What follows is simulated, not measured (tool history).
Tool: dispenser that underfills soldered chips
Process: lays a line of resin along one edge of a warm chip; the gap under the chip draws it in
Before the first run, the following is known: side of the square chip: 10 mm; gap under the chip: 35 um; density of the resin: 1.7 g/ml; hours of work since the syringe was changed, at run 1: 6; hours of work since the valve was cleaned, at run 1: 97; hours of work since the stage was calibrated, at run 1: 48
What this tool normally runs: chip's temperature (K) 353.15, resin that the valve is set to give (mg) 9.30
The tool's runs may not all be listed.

run   hour  chip's temperature (K)  resin that the valve is set to give (mg)  hours of work since the syringe was changed  hours of work since the valve was cleaned  hours of work since the stage was calibrated  time until the resin shows at the far edge (s)  resin that the valve gave (mg)
  1    0.0                  353.15                                      9.30                                            6                                         97                                            48                                           137.7                            8.65
       3.0  -- new syringe of resin
  2    6.9                  353.15                                      9.30                                            2                                        101                                            52                                           105.4                            8.51
  3   13.7                  353.15                                      9.30                                            7                                        105                                            56                                           143.2                            8.59
      15.6  -- new syringe of resin
  4   19.0                  353.15                                      9.30                                            2                                        108                                            59                                           106.3                            8.58
  5   25.6                  353.15                                      9.30                                            6                                        112                                            63                                           135.6                            8.59
      28.0  -- new syringe of resin
  6   29.1                  353.15                                      9.30                                            1                                        114                                            65                                            94.4                            8.56
  7   34.9                  353.15                                      9.46                                            4                                        117                                            69                                           123.3                            8.65
      40.6  -- new syringe of resin
  8   40.6                  353.15                                      9.46                                            0                                        121                                            72                                            89.4                            8.63
  9   44.5                  353.15                                      9.30                                            2                                        123                                            74                                           107.9                            8.41
 10   49.3                  353.15                                      9.30                                            5                                        126                                            77                                           132.8                            8.38
      53.3  -- new syringe of resin
 11   53.9                  353.15                                      9.30                                            0                                        128                                            80                                            94.6                            8.44
 12   58.2                  353.15                                      9.30                                            3                                        131                                            82                                           110.3                            8.43
      65.5  -- new syringe of resin
 13   65.8                  353.15                                      9.30                                            0                                        136                                            87                                            92.3                            8.47
      72.1  -- dispensing valve cleaned and set on the balance
 14   73.5                  353.15                                      9.30                                            4                                          1                                            91                                           121.6                            9.34
      78.7  -- new syringe of resin
 15   79.6                  353.15                                      9.30                                            1                                          4                                            94                                            93.3                            9.26
 16   87.0                  353.15                                      9.30                                            5                                          9                                            99                                           127.9                            9.34
      90.9  -- new syringe of resin
 17   91.3                  363.15                                      8.47                                            0                                         11                                           101                                            59.3                            8.54
 18   95.1                  353.15                                     11.28                                            3                                         14                                           104                                           103.2                           11.15
 19  101.5                  353.15                                     11.28                                            6                                         18                                           108                                           137.1                           11.07
     103.1  -- new syringe of resin
 20  108.1                  340.15                                      8.93                                            3                                         21                                           111                                           207.6                            8.85
     115.6  -- new syringe of resin
 21  116.0                  341.15                                      8.30                                            0                                         26                                           116                                           162.2                            8.20
 22  120.8                  350.15                                      9.63                                            3                                         29                                           119                                           127.6                            9.44
     127.9  -- new syringe of resin
 23  127.9                  350.15                                      9.63                                            0                                         33                                           123                                           104.6                            9.33
 24  131.2                  349.15                                      9.55                                            2                                         35                                           125                                           127.6                            9.20
 25  134.9                  353.15                                      9.71                                            4                                         37                                           127                                           123.4                            9.36
     140.4  -- new syringe of resin
 26  141.2                  340.15                                     11.30                                            1                                         41                                           131                                           169.8                           11.00
 27  148.7                  340.15                                     11.30                                            5                                         46                                           136                                           236.5                           11.03
     152.6  -- new syringe of resin
 28  156.3                  361.15                                      8.55                                            2                                         50                                           140                                            74.1                            8.26
 29  160.0                  361.15                                      8.55                                            5                                         52                                           142                                            90.3                            8.16
 30  163.7                  356.15                                      8.55                                            7                                         55                                           145                                           128.2                            8.17
     165.1  -- new syringe of resin
 31  171.1                  345.15                                     10.57                                            4                                         59                                           149                                           167.1                           10.12
 32  177.0                  353.15                                      8.33                                            7                                         62                                           152                                           155.4                            7.89

Here are 3 independent what-if runs from the current tool condition. What would each one return?
     177.7  -- new syringe of resin
  A  183.7                  356.15                                     11.94                                            4                                         66                                           156                                               ?                               ?
     177.7  -- new syringe of resin
  B  183.7                  353.15                                     11.34                                            4                                         66                                           156                                               ?                               ?
     177.7  -- new syringe of resin
  C  183.7                  339.15                                     10.27                                            4                                         66                                           156                                               ?                               ?

run  time until the resin shows at the far edge (s)  resin that the valve gave (mg)
  A                                           100.5                           11.33
  B                                           116.4                           10.77
  C                                           223.6                            9.83
What these runs would have given with no unlogged condition in the tool:
run  time until the resin shows at the far edge (s)  resin that the valve gave (mg)
  A                                            74.9                           11.91
  B                                            86.8                           11.33
  C                                           165.5                           10.34
